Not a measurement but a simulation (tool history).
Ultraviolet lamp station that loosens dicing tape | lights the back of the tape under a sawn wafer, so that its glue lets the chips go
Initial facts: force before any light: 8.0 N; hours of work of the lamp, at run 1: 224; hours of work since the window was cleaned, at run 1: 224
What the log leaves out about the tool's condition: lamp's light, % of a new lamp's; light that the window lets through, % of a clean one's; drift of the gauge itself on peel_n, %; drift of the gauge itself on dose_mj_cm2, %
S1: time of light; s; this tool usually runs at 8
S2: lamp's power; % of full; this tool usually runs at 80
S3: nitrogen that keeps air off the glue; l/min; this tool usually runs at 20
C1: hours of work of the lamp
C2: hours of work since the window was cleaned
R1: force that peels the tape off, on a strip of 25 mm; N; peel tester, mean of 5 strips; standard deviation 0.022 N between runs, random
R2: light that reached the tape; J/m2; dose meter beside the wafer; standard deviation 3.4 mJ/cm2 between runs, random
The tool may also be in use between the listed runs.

run 1 hour=0 | S1=8 S2=80 S3=20 | C1=224 C2=224 | R1=1.415 R2=4800
run 2 hour=27.3 | S1=8 S2=80 S3=20 | C1=240 C2=240 | R1=1.35 R2=4730
run 3 hour=73.7 | S1=8 S2=80 S3=20 | C1=266 C2=266 | R1=1.409 R2=4610
run 4 hour=116.3 | S1=8 S2=80 S3=20 | C1=291 C2=291 | R1=1.387 R2=4540
run 5 hour=146.9 | S1=8 S2=80 S3=20 | C1=309 C2=309 | R1=1.486 R2=4560
run 6 hour=187.6 | S1=8 S2=80 S3=20 | C1=332 C2=332 | R1=1.478 R2=4480
run 7 hour=218.7 | S1=8 S2=63 S3=20 | C1=350 C2=350 | R1=2.106 R2=3450
run 8 hour=245.7 | S1=8 S2=63 S3=20 | C1=366 C2=366 | R1=2.161 R2=3450
-- hour=250.5 window cleaned of glue's vapour
run 9 hour=272.8 | S1=8 S2=63 S3=20 | C1=381 C2=13 | R1=2.202 R2=3380
run 10 hour=320.3 | S1=8 S2=63 S3=20 | C1=409 C2=40 | R1=2.313 R2=3290
run 11 hour=372.4 | S1=8 S2=63 S3=20 | C1=439 C2=70 | R1=2.309 R2=3240
-- hour=388.5 window cleaned of glue's vapour, once more
run 12 hour=413.1 | S1=13 S2=80 S3=20 | C1=462 C2=14 | R1=0.617 R2=7430
run 13 hour=460.9 | S1=7 S2=85 S3=20 | C1=490 C2=42 | R1=1.65 R2=4180
run 14 hour=507.8 | S1=5 S2=70 S3=34 | C1=517 C2=69 | R1=2.827 R2=2420
run 15 hour=557.9 | S1=5 S2=70 S3=34 | C1=546 C2=98 | R1=2.602 R2=2370
run 16 hour=605.1 | S1=5 S2=70 S3=34 | C1=573 C2=125 | R1=2.762 R2=2350
run 17 hour=629.2 | S1=5 S2=70 S3=20 | C1=587 C2=139 | R1=3.28 R2=2290
-- hour=674.2 lamp changed
run 18 hour=674.2 | S1=5 S2=70 S3=20 | C1=0 C2=165 | R1=2.755 R2=2830
run 19 hour=716.2 | S1=5 S2=70 S3=20 | C1=24 C2=189 | R1=2.748 R2=2830
run 20 hour=773 | S1=7 S2=66 S3=36 | C1=57 C2=222 | R1=1.592 R2=3640

What if the next run were any one of these 3? Each begins from the tool's condition after run 20:
run A hour=813 | S1=15 S2=66 S3=36 | C1=80 C2=245 | R1=? R2=?
run B hour=813 | S1=11 S2=86 S3=36 | C1=80 C2=245 | R1=? R2=?
run C hour=813 | S1=12 S2=81 S3=10 | C1=80 C2=245 | R1=? R2=?

run=A R1=0.415 R2=7760
run=B R1=0.433 R2=7340
run=C R1=0.918 R2=7600
With the hidden condition removed and each run's random variation left untouched, the same runs would have given:
run=A R1=0.362 R2=8440
run=B R1=0.375 R2=7990
run=C R1=0.782 R2=8270
